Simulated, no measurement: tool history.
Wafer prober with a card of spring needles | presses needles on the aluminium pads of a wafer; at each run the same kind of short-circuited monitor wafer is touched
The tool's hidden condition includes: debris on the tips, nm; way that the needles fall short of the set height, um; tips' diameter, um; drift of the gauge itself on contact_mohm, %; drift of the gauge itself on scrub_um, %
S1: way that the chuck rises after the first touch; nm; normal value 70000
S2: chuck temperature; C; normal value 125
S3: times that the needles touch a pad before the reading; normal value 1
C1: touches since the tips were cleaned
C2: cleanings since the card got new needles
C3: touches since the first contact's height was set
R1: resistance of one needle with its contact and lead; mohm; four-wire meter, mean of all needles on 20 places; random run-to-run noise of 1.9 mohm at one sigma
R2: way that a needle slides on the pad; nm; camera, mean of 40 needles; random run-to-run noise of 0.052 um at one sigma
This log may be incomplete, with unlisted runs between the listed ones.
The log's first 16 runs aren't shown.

run 17 hour=116.0 | S1=70000 S2=125 S3=1 | C1=4491 C2=19 C3=12292 | R1=246 R2=16360
-- hour=121.9 tips cleaned on abrasive film
run 18 hour=127.0 | S1=70000 S2=66 S3=1 | C1=3156 C2=20 C3=19041 | R1=231 R2=16470
-- hour=134.8 tips cleaned on abrasive film
run 19 hour=135.7 | S1=53000 S2=42 S3=1 | C1=572 C2=21 C3=24356 | R1=212 R2=12450
run 20 hour=141.7 | S1=53000 S2=42 S3=1 | C1=4288 C2=21 C3=28072 | R1=273 R2=12470
-- hour=147.9 tips cleaned on abrasive film
run 21 hour=148.3 | S1=83000 S2=38 S3=1 | C1=239 C2=22 C3=32090 | R1=187 R2=19440
run 22 hour=153.1 | S1=51000 S2=69 S3=2 | C1=3209 C2=22 C3=35060 | R1=246 R2=11950
run 23 hour=158.8 | S1=51000 S2=69 S3=2 | C1=6774 C2=22 C3=38625 | R1=267 R2=11970
-- hour=160.6 tips cleaned on abrasive film
run 24 hour=166.9 | S1=51000 S2=69 S3=2 | C1=3855 C2=23 C3=43523 | R1=253 R2=11940
-- hour=173.7 tips cleaned on abrasive film
run 25 hour=174.9 | S1=51000 S2=69 S3=2 | C1=764 C2=24 C3=48455 | R1=220 R2=11900
run 26 hour=179.9 | S1=51000 S2=69 S3=2 | C1=3813 C2=24 C3=51504 | R1=253 R2=11880
run 27 hour=185.6 | S1=59000 S2=125 S3=1 | C1=7394 C2=24 C3=55085 | R1=285 R2=13720
-- hour=186.7 tips cleaned on abrasive film
run 28 hour=192.5 | S1=59000 S2=125 S3=1 | C1=3574 C2=25 C3=59251 | R1=267 R2=13750
-- hour=199.3 tips cleaned on abrasive film
run 29 hour=201.1 | S1=59000 S2=125 S3=1 | C1=1106 C2=26 C3=64536 | R1=238 R2=13800
run 30 hour=206.0 | S1=82000 S2=66 S3=1 | C1=4107 C2=26 C3=67537 | R1=225 R2=19260
-- hour=212.3 tips cleaned on abrasive film
run 31 hour=213.1 | S1=75000 S2=26 S3=1 | C1=456 C2=27 C3=71868 | R1=194 R2=17470
run 32 hour=221.5 | S1=78000 S2=121 S3=3 | C1=5696 C2=27 C3=77108 | R1=221 R2=18210
-- hour=225.1 tips cleaned on abrasive film
run 33 hour=230.3 | S1=78000 S2=77 S3=2 | C1=3221 C2=28 C3=82481 | R1=217 R2=18140

Alternative continuations, all from the tool just after run 33; predict every row:
-- hour=237.7 tips cleaned on abrasive film
run A hour=239.9 | S1=70000 S2=26 S3=1 | C1=1378 C2=29 C3=88362 | R1=? R2=?
-- hour=237.7 tips cleaned on abrasive film
run B hour=239.9 | S1=60000 S2=125 S3=1 | C1=1378 C2=29 C3=88362 | R1=? R2=?
-- hour=237.7 tips cleaned on abrasive film
run C hour=239.9 | S1=78000 S2=69 S3=1 | C1=1378 C2=29 C3=88362 | R1=? R2=?

run=A R1=213 R2=16290
run=B R1=241 R2=13950
run=C R1=209 R2=18240
Take away the tool's hidden state, keep each run's random variation, and the runs would have read:
run=A R1=186 R2=16490
run=B R1=210 R2=14150
run=C R1=188 R2=18440
